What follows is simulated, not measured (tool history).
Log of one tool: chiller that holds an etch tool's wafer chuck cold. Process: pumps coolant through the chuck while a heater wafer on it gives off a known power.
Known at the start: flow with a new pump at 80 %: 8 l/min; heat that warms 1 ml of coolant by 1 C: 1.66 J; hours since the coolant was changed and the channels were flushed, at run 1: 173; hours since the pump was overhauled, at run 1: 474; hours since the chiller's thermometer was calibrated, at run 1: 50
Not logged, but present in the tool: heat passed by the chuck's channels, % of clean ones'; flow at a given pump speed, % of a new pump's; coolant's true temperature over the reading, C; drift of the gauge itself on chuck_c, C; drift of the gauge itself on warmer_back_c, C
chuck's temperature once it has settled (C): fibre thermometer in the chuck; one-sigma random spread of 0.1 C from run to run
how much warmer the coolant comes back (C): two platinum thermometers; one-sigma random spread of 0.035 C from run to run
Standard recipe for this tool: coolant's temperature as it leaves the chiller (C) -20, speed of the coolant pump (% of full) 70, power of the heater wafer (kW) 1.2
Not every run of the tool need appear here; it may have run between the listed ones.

run,day,coolant's temperature as it leaves the chiller (C),speed of the coolant pump (% of full),power of the heater wafer (kW),hours since the coolant was changed and the channels were flushed,hours since the pump was overhauled,hours since the chiller's thermometer was calibrated,chuck's temperature once it has settled (C),how much warmer the coolant comes back (C)
1,0,-20,70,1.2,173,474,50,-10.5,6.21
2,1.012,-20,70,1.2,197,498,74,-10.5,6.12
3,1.708,-20,70,1.2,214,514,91,-10.5,6.12
4,2.471,-20,70,0.908,232,533,109,-12.7,4.67
5,3.942,-20,70,0.908,267,568,144,-12.9,4.6
6,5.038,-20,70,0.908,294,594,171,-12.7,4.55
7,5.838,-20,70,1.2,313,614,190,-10.6,6.06
8,6.775,-20,70,1.2,335,636,212,-10.3,6.02
9,8.125,-20,70,1.2,368,669,245,-10.5,5.93
10,8.75,-20,70,1.2,383,683,260,-10.6,5.97
11,9.621,-20,70,0.886,404,704,281,-12.8,4.35
12,10.875,-20,70,0.886,434,735,311,-13,4.28
13,11.617,-20,70,0.886,452,752,329,-12.9,4.3
14,12.796,-22,70,0.886,480,781,357,-15.1,4.26
15,13.971,-22,72,0.886,508,809,385,-15,4.09
# day 14.8: gauge calibrated
16,15.45,-22,72,0.886,544,844,421,-15,4.42
17,16.429,-25,88,0.711,567,868,444,-20,2.9
18,17.488,-29,88,0.628,592,893,470,-24.9,2.51
19,18.321,-26,78,1.2,612,913,490,-17.2,5.5
20,19.725,-28,70,1.614,646,947,523,-15.3,8.29
21,20.942,-20,74,0.973,675,976,553,-12.6,4.55
22,21.708,-26,92,1.2,694,995,571,-18.1,4.61
23,22.396,-14,72,1.371,710,1011,587,-3.3,6.67
24,23.733,-14,72,1.371,742,1043,619,-3.3,6.65

Run 25 has not been measured yet. What should we expect?
25,24.517,-29,69,1.371,761,1062,638,?,?

Run 25 measured chuck's temperature once it has settled (C) -18.1, how much warmer the coolant comes back (C) 6.88.
Take away the tool's hidden state, keep the run-to-run variation as it was, and the same run would have given chuck's temperature once it has settled (C) -18.1, how much warmer the coolant comes back (C) 7.11.
